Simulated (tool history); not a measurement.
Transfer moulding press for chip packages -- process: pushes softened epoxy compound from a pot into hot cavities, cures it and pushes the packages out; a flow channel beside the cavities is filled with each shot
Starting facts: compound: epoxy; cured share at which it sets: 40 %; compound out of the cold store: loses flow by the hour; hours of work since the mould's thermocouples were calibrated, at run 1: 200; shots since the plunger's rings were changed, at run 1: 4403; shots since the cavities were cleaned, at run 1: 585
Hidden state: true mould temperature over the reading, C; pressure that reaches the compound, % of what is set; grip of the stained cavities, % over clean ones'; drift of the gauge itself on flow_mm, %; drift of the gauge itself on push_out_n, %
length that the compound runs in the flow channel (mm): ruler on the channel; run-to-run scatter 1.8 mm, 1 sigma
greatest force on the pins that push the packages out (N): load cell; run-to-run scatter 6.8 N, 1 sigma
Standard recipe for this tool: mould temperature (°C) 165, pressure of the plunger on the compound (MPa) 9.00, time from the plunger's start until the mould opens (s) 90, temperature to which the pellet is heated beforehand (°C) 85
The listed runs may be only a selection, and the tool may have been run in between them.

| run | hour | mould temperature (°C) | pressure of the plunger on the compound (MPa) | time from the plunger's start until the mould opens (s) | temperature to which the pellet is heated beforehand (°C) | hours of work since the mould's thermocouples were calibrated | shots since the plunger's rings were changed | shots since the cavities were cleaned | incoming compound's hours out of the cold store | length that the compound runs in the flow channel (mm) | greatest force on the pins that push the packages out (N) |
|---|---|---|---|---|---|---|---|---|---|---|---|
| 1 | 0.0 | 165 | 9.00 | 90 | 85 | 200 | 4403 | 585 | 31.8 | 672 | 427 |
|  | 7.7 | cavities cleaned with cleaning compound and waxed |
| 2 | 7.7 | 165 | 10.79 | 90 | 85 | 204 | 4480 | 0 | 8.0 | 826 | 270 |
| 3 | 18.3 | 165 | 10.79 | 90 | 85 | 211 | 4610 | 130 | 32.8 | 728 | 308 |
| 4 | 25.6 | 165 | 10.79 | 90 | 85 | 216 | 4700 | 220 | 15.9 | 791 | 343 |
| 5 | 32.4 | 165 | 10.79 | 90 | 85 | 220 | 4784 | 304 | 18.3 | 779 | 366 |
| 6 | 39.0 | 165 | 9.00 | 90 | 85 | 225 | 4865 | 385 | 27.0 | 683 | 389 |
| 7 | 46.5 | 165 | 9.00 | 80 | 85 | 230 | 4957 | 477 | 26.9 | 683 | 500 |
| 8 | 51.5 | 165 | 9.00 | 98 | 85 | 233 | 5018 | 538 | 31.2 | 667 | 354 |
| 9 | 60.8 | 165 | 9.00 | 98 | 85 | 239 | 5133 | 653 | 34.0 | 658 | 380 |
|  | 63.4 | cavities cleaned with cleaning compound and waxed |
|  | 66.7 | plunger's sealing rings changed |
| 10 | 71.4 | 165 | 9.00 | 98 | 85 | 244 | 57 | 67 | 44.4 | 657 | 250 |
| 11 | 78.8 | 165 | 9.00 | 98 | 85 | 249 | 148 | 158 | 19.3 | 740 | 288 |
| 12 | 85.8 | 165 | 9.00 | 94 | 85 | 253 | 234 | 244 | 9.6 | 780 | 341 |
| 13 | 93.4 | 165 | 9.00 | 94 | 85 | 259 | 328 | 338 | 45.9 | 650 | 332 |
| 14 | 98.4 | 165 | 9.00 | 94 | 85 | 262 | 389 | 399 | 21.6 | 731 | 363 |
| 15 | 103.6 | 164 | 6.90 | 90 | 85 | 265 | 454 | 464 | 23.2 | 635 | 424 |
| 16 | 108.5 | 172 | 9.00 | 97 | 93 | 269 | 514 | 524 | 34.2 | 675 | 308 |
| 17 | 116.8 | 158 | 7.28 | 83 | 91 | 274 | 616 | 626 | 41.6 | 612 | 753 |
|  | 121.1 | cavities cleaned with cleaning compound and waxed |
| 18 | 127.2 | 168 | 7.28 | 83 | 91 | 280 | 725 | 74 | 39.9 | 596 | 258 |
| 19 | 133.6 | 165 | 9.00 | 117 | 92 | 285 | 804 | 153 | 34.1 | 687 | 256 |
|  | 136.6 | mould's thermocouples calibrated |
| 20 | 140.4 | 165 | 9.00 | 98 | 87 | 3 | 864 | 213 | 14.7 | 751 | 301 |
| 21 | 148.5 | 165 | 9.00 | 113 | 85 | 8 | 963 | 312 | 28.2 | 701 | 287 |
| 22 | 153.8 | 160 | 7.80 | 113 | 85 | 12 | 1028 | 377 | 15.0 | 711 | 358 |
| 23 | 163.2 | 159 | 7.80 | 113 | 84 | 18 | 1145 | 494 | 34.2 | 646 | 370 |
|  | 170.8 | mould's thermocouples calibrated, once more |
| 24 | 176.0 | 165 | 7.81 | 99 | 76 | 4 | 1277 | 626 | 19.4 | 688 | 396 |
|  | 180.6 | cavities cleaned with cleaning compound and waxed |
| 25 | 186.3 | 165 | 7.04 | 90 | 85 | 9 | 1385 | 70 | 39.9 | 589 | 296 |
| 26 | 193.6 | 170 | 8.09 | 90 | 90 | 14 | 1475 | 160 | 30.3 | 647 | 266 |

Estimate the outcome of run 27 from the log above:
| 27 | 199.8 | 168 | 8.12 | 115 | 85 | 19 | 1552 | 237 | 14.3 | ? | ? |

length that the compound runs in the flow channel (mm): 709
greatest force on the pins that push the packages out (N): 269
With no hidden state in the tool, this same run would have given length that the compound runs in the flow channel (mm) 723, greatest force on the pins that push the packages out (N) 194.
